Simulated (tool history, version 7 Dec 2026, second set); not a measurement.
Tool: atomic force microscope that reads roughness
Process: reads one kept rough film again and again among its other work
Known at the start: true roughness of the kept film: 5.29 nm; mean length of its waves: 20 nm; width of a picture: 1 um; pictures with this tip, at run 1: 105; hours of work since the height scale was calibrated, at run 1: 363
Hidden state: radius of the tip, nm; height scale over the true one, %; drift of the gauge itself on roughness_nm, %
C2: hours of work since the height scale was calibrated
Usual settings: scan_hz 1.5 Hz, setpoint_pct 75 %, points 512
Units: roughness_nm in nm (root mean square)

{"run": 1, "day": 0.0, "scan_hz": 1.5, "setpoint_pct": 75, "points": 512, "pictures with this tip": 105, "C2": 363, "roughness_nm": 2.638}
{"run": 2, "day": 0.854, "scan_hz": 1.5, "setpoint_pct": 75, "points": 512, "pictures with this tip": 131, "C2": 371, "roughness_nm": 2.475}
{"run": 3, "day": 1.512, "scan_hz": 1.5, "setpoint_pct": 75, "points": 512, "pictures with this tip": 152, "C2": 377, "roughness_nm": 2.339}
{"run": 4, "day": 2.988, "scan_hz": 1.5, "setpoint_pct": 75, "points": 512, "pictures with this tip": 197, "C2": 392, "roughness_nm": 2.097}
{"day": 3.925, "done": "new tip fitted"}
{"run": 5, "day": 4.562, "scan_hz": 1.5, "setpoint_pct": 75, "points": 512, "pictures with this tip": 19, "C2": 407, "roughness_nm": 3.3}
{"run": 6, "day": 5.85, "scan_hz": 1.5, "setpoint_pct": 75, "points": 512, "pictures with this tip": 58, "C2": 419, "roughness_nm": 2.928}
{"run": 7, "day": 7.279, "scan_hz": 1.5, "setpoint_pct": 75, "points": 512, "pictures with this tip": 102, "C2": 433, "roughness_nm": 2.575}
{"run": 8, "day": 8.029, "scan_hz": 1.5, "setpoint_pct": 75, "points": 472, "pictures with this tip": 125, "C2": 441, "roughness_nm": 2.432}
{"run": 9, "day": 9.575, "scan_hz": 1.5, "setpoint_pct": 75, "points": 512, "pictures with this tip": 172, "C2": 456, "roughness_nm": 2.186}
{"day": 9.75, "done": "height scale calibrated on a step standard"}
{"run": 10, "day": 11.038, "scan_hz": 1.5, "setpoint_pct": 75, "points": 512, "pictures with this tip": 216, "C2": 13, "roughness_nm": 2.001}
{"day": 11.279, "done": "new tip fitted"}
{"run": 11, "day": 12.092, "scan_hz": 3.02, "setpoint_pct": 75, "points": 512, "pictures with this tip": 25, "C2": 23, "roughness_nm": 3.059}
{"run": 12, "day": 13.158, "scan_hz": 3.02, "setpoint_pct": 75, "points": 512, "pictures with this tip": 58, "C2": 33, "roughness_nm": 2.792}
{"run": 13, "day": 13.908, "scan_hz": 3.02, "setpoint_pct": 75, "points": 512, "pictures with this tip": 81, "C2": 40, "roughness_nm": 2.643}
{"day": 14.733, "done": "height scale calibrated on a step standard, once more"}
{"run": 14, "day": 15.433, "scan_hz": 1.5, "setpoint_pct": 75, "points": 277, "pictures with this tip": 126, "C2": 7, "roughness_nm": 2.396}
{"run": 15, "day": 16.096, "scan_hz": 1.5, "setpoint_pct": 71, "points": 277, "pictures with this tip": 146, "C2": 13, "roughness_nm": 2.325}
{"run": 16, "day": 16.971, "scan_hz": 2.49, "setpoint_pct": 81, "points": 277, "pictures with this tip": 173, "C2": 22, "roughness_nm": 1.993}
{"run": 17, "day": 18.371, "scan_hz": 2.49, "setpoint_pct": 81, "points": 277, "pictures with this tip": 216, "C2": 35, "roughness_nm": 1.781}
{"day": 18.621, "done": "new tip fitted"}
{"run": 18, "day": 19.792, "scan_hz": 0.72, "setpoint_pct": 64, "points": 344, "pictures with this tip": 36, "C2": 49, "roughness_nm": 3.317}
{"run": 19, "day": 21.367, "scan_hz": 1.5, "setpoint_pct": 69, "points": 512, "pictures with this tip": 84, "C2": 64, "roughness_nm": 2.817}
{"run": 20, "day": 22.754, "scan_hz": 1.5, "setpoint_pct": 69, "points": 512, "pictures with this tip": 126, "C2": 78, "roughness_nm": 2.527}
{"run": 21, "day": 24.017, "scan_hz": 1.5, "setpoint_pct": 67, "points": 703, "pictures with this tip": 165, "C2": 90, "roughness_nm": 2.328}
{"run": 22, "day": 24.775, "scan_hz": 1.5, "setpoint_pct": 67, "points": 703, "pictures with this tip": 188, "C2": 97, "roughness_nm": 2.209}
{"run": 23, "day": 25.783, "scan_hz": 1.07, "setpoint_pct": 64, "points": 394, "pictures with this tip": 219, "C2": 107, "roughness_nm": 2.083}
{"day": 25.929, "done": "new tip fitted"}
{"run": 24, "day": 27.125, "scan_hz": 1.33, "setpoint_pct": 64, "points": 417, "pictures with this tip": 37, "C2": 120, "roughness_nm": 3.285}
{"run": 25, "day": 28.083, "scan_hz": 1.85, "setpoint_pct": 64, "points": 416, "pictures with this tip": 66, "C2": 129, "roughness_nm": 2.942}
{"run": 26, "day": 29.521, "scan_hz": 1.85, "setpoint_pct": 64, "points": 416, "pictures with this tip": 110, "C2": 143, "roughness_nm": 2.616}

Forecast each of these 4 alternatives for the next run:
{"run": "A", "day": 30.879, "scan_hz": 0.77, "setpoint_pct": 84, "points": 334, "pictures with this tip": 152, "C2": 156, "roughness_nm": "?"}
{"run": "B", "day": 30.879, "scan_hz": 0.64, "setpoint_pct": 64, "points": 416, "pictures with this tip": 152, "C2": 156, "roughness_nm": "?"}
{"run": "C", "day": 30.879, "scan_hz": 1.48, "setpoint_pct": 89, "points": 305, "pictures with this tip": 152, "C2": 156, "roughness_nm": "?"}
{"run": "D", "day": 30.879, "scan_hz": 1.2, "setpoint_pct": 71, "points": 260, "pictures with this tip": 152, "C2": 156, "roughness_nm": "?"}

run=A roughness_nm=2.297
run=B roughness_nm=2.426
run=C roughness_nm=2.123
run=D roughness_nm=2.293
Without the tool's hidden state the same runs would have given:
run=A roughness_nm=3.568
run=B roughness_nm=3.767
run=C roughness_nm=3.301
run=D roughness_nm=3.566
